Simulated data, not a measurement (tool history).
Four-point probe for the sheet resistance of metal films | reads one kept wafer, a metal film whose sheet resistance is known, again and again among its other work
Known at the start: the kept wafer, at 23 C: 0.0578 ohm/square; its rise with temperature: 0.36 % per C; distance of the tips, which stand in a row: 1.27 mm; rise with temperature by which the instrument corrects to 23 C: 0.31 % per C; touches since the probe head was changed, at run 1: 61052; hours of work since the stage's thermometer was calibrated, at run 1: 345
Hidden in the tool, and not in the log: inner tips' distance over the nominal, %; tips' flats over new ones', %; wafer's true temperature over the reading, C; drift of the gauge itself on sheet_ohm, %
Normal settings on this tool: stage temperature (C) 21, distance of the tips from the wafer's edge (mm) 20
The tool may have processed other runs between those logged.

run,day,stage temperature (C),distance of the tips from the wafer's edge (mm),touches since the probe head was changed,hours of work since the stage's thermometer was calibrated,sheet resistance as the instrument gives it (ohm/square)
1,0,21,20,61052,345,0.057906
2,2.267,21,17,62115,381,0.057949
3,4.462,21,17,63143,416,0.057977
4,8.496,21,17,65033,480,0.057952
5,10.979,21,17,66197,519,0.057943
6,15.154,21,17,68153,585,0.057943
7,17.312,21,17,69164,619,0.057944
8,21.362,21,17,71062,683,0.057968
9,25.567,27,7,73032,750,0.058991

Run 10, settings as shown, results not yet in. Your forecast:
10,28.438,26,4,74377,795,?

{"run 10": {"sheet resistance as the instrument gives it (ohm/square)": 0.060906}}
With no hidden state in the tool, this same run would have given sheet resistance as the instrument gives it (ohm/square) 0.060862.
